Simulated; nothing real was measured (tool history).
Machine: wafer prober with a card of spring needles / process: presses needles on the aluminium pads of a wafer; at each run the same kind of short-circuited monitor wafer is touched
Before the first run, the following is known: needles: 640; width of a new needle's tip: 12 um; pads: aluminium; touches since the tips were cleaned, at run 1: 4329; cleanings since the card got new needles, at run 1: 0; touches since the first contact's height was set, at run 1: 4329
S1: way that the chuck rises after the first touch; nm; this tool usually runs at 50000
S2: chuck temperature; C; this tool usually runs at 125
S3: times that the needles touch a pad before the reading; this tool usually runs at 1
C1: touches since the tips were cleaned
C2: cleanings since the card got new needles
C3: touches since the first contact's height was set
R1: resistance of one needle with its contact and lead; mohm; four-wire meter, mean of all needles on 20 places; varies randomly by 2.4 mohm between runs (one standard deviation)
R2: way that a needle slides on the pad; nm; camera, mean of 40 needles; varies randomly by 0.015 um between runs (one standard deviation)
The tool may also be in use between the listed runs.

run,day,S1,S2,S3,C1,C2,C3,R1,R2
1,0.000,50000,125,1,4329,0,4329,268,9530
# day 0.058: tips cleaned on abrasive film
2,0.312,50000,125,1,1341,1,5951,268,9540
3,0.671,50000,125,1,3209,1,7819,270,9510
# day 0.958: tips cleaned on abrasive film
4,1.125,50000,125,1,874,2,10173,269,9510
5,1.508,50000,125,1,2884,2,12183,271,9550
# day 1.833: tips cleaned on abrasive film
6,1.846,50000,125,1,83,3,13939,266,9540
7,2.150,34000,125,1,1673,3,15529,280,6490
8,2.412,36000,125,1,3034,3,16890,277,6870
# day 2.708: tips cleaned on abrasive film
9,3.012,36000,125,1,1603,4,20022,280,6850
10,3.558,36000,125,1,4462,4,22881,280,6860
# day 3.621: tips cleaned on abrasive film
11,3.958,36000,125,1,1754,5,24941,277,6860
12,4.446,50000,125,1,4327,5,27514,272,9540
# day 4.533: tips cleaned on abrasive film
13,4.904,50000,125,1,1944,6,29883,267,9510
14,5.217,50000,61,1,3575,6,31514,252,9540
# day 5.404: tips cleaned on abrasive film
15,5.696,50000,61,1,1540,7,34013,253,9530
16,6.067,50000,61,1,3475,7,35948,253,9510
# day 6.296: tips cleaned on abrasive film
17,6.625,50000,125,1,1719,8,38850,267,9520
18,7.125,50000,44,2,4346,8,41477,246,9540
# day 7.183: tips cleaned on abrasive film
19,7.658,35000,47,2,2483,9,44234,252,6630

Run 20 is up next; what results do you expect?
# day 8.071: tips cleaned on abrasive film
20,8.104,31000,57,2,177,10,46561,?,?

Logged for run 20: R1 262 mohm, R2 5920 nm.
Minus the tool's unlogged condition, the same run would have read R1 262 mohm, R2 5920 nm.

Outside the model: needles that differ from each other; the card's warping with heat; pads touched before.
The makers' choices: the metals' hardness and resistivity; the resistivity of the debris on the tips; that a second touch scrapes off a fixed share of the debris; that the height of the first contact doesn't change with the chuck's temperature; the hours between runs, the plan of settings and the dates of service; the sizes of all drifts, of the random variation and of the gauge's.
